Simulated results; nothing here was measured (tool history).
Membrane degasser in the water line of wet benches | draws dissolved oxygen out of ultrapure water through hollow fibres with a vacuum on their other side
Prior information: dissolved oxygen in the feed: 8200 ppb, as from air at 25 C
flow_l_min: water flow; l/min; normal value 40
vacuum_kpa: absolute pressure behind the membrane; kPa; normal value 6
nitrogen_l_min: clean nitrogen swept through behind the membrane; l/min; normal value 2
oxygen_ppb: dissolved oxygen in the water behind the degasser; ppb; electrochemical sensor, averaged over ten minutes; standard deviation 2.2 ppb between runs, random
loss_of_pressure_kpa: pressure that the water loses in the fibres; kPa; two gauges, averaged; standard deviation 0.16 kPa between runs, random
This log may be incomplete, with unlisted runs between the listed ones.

| run | hour | flow_l_min | vacuum_kpa | nitrogen_l_min | oxygen_ppb | loss_of_pressure_kpa |
|---|---|---|---|---|---|---|
| 1 | 0 | 40 | 6 | 2 | 219.7 | 33.62 |
| 2 | 64 | 40 | 6 | 2 | 215.6 | 33.33 |
| 3 | 102.5 | 40 | 6 | 2 | 218 | 33.69 |
| 4 | 151.6 | 40 | 6 | 2 | 216.2 | 33.36 |
| 5 | 207.8 | 40 | 6 | 2 | 214.7 | 33.64 |
| 6 | 248.1 | 40 | 6 | 2 | 211.6 | 33.35 |
| 7 | 314.8 | 62 | 6 | 2 | 433.8 | 51.75 |
| 8 | 383 | 40 | 6 | 2 | 211.8 | 33.6 |
| 9 | 437.8 | 40 | 6 | 2 | 217.3 | 33.48 |
| 10 | 506.2 | 40 | 6 | 2 | 218.6 | 33.5 |
| 11 | 553.6 | 40 | 6 | 2.65 | 188.9 | 33.47 |
| 12 | 595.3 | 40 | 6 | 2.65 | 192.1 | 33.71 |
| 13 | 654.7 | 25 | 3.82 | 3.7 | 33.5 | 21.03 |
| 14 | 696.3 | 25 | 7.91 | 3.7 | 96.7 | 20.81 |
| 15 | 759.2 | 25 | 7.91 | 3.7 | 97.4 | 20.8 |
| 16 | 796.4 | 25 | 7.91 | 3.7 | 96 | 21.08 |
| 17 | 862 | 61 | 6 | 2 | 422.8 | 50.9 |
| 18 | 915.6 | 62 | 7.08 | 3.58 | 410.8 | 51.84 |

Run 19 is up next; what results do you expect?
| 19 | 966.1 | 49 | 6 | 5.05 | ? | ? |

{"run 19": {"oxygen_ppb": 217.6, "loss_of_pressure_kpa": 41.19}}
With no hidden state in the tool, this same run would have given oxygen_ppb 217.4 ppb, loss_of_pressure_kpa 41.18 kPa.
